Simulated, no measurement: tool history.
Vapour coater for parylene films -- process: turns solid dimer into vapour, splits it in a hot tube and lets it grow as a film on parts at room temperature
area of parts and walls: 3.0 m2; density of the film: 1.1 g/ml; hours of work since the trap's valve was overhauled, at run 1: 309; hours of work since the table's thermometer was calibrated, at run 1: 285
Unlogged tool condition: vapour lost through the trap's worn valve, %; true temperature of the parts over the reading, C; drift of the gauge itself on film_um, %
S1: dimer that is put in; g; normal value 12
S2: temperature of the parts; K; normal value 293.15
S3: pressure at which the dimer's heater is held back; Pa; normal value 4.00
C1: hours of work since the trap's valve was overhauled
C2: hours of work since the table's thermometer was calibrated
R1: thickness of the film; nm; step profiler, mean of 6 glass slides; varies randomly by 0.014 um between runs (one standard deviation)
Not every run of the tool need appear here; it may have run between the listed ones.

{"run": 1, "hour": 0.0, "S1": 12, "S2": 293.15, "S3": 4.0, "C1": 309, "C2": 285, "R1": 2050}
{"run": 2, "hour": 20.8, "S1": 12, "S2": 293.15, "S3": 4.0, "C1": 324, "C2": 301, "R1": 2020}
{"hour": 46.9, "done": "trap's valve overhauled"}
{"run": 3, "hour": 52.0, "S1": 12, "S2": 293.15, "S3": 4.0, "C1": 4, "C2": 322, "R1": 1980}
{"run": 4, "hour": 73.9, "S1": 12, "S2": 293.15, "S3": 4.0, "C1": 20, "C2": 338, "R1": 1980}
{"run": 5, "hour": 93.8, "S1": 12, "S2": 293.15, "S3": 4.0, "C1": 35, "C2": 353, "R1": 1960}
{"run": 6, "hour": 121.8, "S1": 12, "S2": 293.15, "S3": 4.0, "C1": 57, "C2": 375, "R1": 1970}
{"run": 7, "hour": 146.9, "S1": 12, "S2": 293.15, "S3": 4.0, "C1": 76, "C2": 394, "R1": 1940}
{"run": 8, "hour": 161.3, "S1": 12, "S2": 293.15, "S3": 6.87, "C1": 87, "C2": 405, "R1": 1860}
{"run": 9, "hour": 177.0, "S1": 12, "S2": 293.15, "S3": 6.87, "C1": 98, "C2": 416, "R1": 1850}
{"hour": 185.5, "done": "trap's valve overhauled, once more"}
{"run": 10, "hour": 199.1, "S1": 22, "S2": 293.15, "S3": 6.87, "C1": 10, "C2": 430, "R1": 3820}
{"run": 11, "hour": 212.7, "S1": 12, "S2": 293.15, "S3": 4.0, "C1": 21, "C2": 440, "R1": 2190}
{"run": 12, "hour": 225.6, "S1": 18, "S2": 293.15, "S3": 4.0, "C1": 30, "C2": 450, "R1": 3260}
{"run": 13, "hour": 239.2, "S1": 18, "S2": 293.15, "S3": 4.0, "C1": 41, "C2": 460, "R1": 3260}
{"run": 14, "hour": 251.8, "S1": 16, "S2": 293.15, "S3": 4.0, "C1": 50, "C2": 470, "R1": 2880}
{"run": 15, "hour": 278.9, "S1": 18, "S2": 293.15, "S3": 2.63, "C1": 71, "C2": 491, "R1": 3330}
{"run": 16, "hour": 296.0, "S1": 6, "S2": 290.15, "S3": 5.64, "C1": 84, "C2": 503, "R1": 1190}
{"run": 17, "hour": 308.2, "S1": 7, "S2": 289.15, "S3": 8.17, "C1": 93, "C2": 513, "R1": 1380}
{"run": 18, "hour": 321.7, "S1": 7, "S2": 289.15, "S3": 8.17, "C1": 103, "C2": 523, "R1": 1390}
{"run": 19, "hour": 347.9, "S1": 8, "S2": 293.15, "S3": 4.15, "C1": 123, "C2": 543, "R1": 1420}
{"run": 20, "hour": 361.0, "S1": 11, "S2": 301.15, "S3": 3.29, "C1": 133, "C2": 553, "R1": 1400}
{"run": 21, "hour": 379.5, "S1": 10, "S2": 293.15, "S3": 9.34, "C1": 147, "C2": 567, "R1": 1660}
{"run": 22, "hour": 401.7, "S1": 10, "S2": 298.15, "S3": 3.01, "C1": 164, "C2": 583, "R1": 1480}
{"run": 23, "hour": 424.7, "S1": 10, "S2": 298.15, "S3": 3.01, "C1": 181, "C2": 601, "R1": 1470}
{"run": 24, "hour": 446.2, "S1": 10, "S2": 298.15, "S3": 3.01, "C1": 197, "C2": 617, "R1": 1450}
{"run": 25, "hour": 470.9, "S1": 10, "S2": 298.15, "S3": 3.01, "C1": 216, "C2": 636, "R1": 1460}

Predict each of these 4 candidate next runs independently; none follows another, all start after run 25:
{"run": "A", "hour": 491.9, "S1": 12, "S2": 289.15, "S3": 4.0, "C1": 232, "C2": 652, "R1": "?"}
{"run": "B", "hour": 491.9, "S1": 10, "S2": 300.15, "S3": 2.15, "C1": 232, "C2": 652, "R1": "?"}
{"run": "C", "hour": 491.9, "S1": 10, "S2": 293.15, "S3": 2.88, "C1": 232, "C2": 652, "R1": "?"}
{"run": "D", "hour": 491.9, "S1": 10, "S2": 289.15, "S3": 3.01, "C1": 232, "C2": 652, "R1": "?"}

run=A R1=2470
run=B R1=1370
run=C R1=1800
run=D R1=2090
Stripped of hidden state, with their random variation kept, the same runs would have yielded:
run=A R1=2560
run=B R1=1420
run=C R1=1870
run=D R1=2170
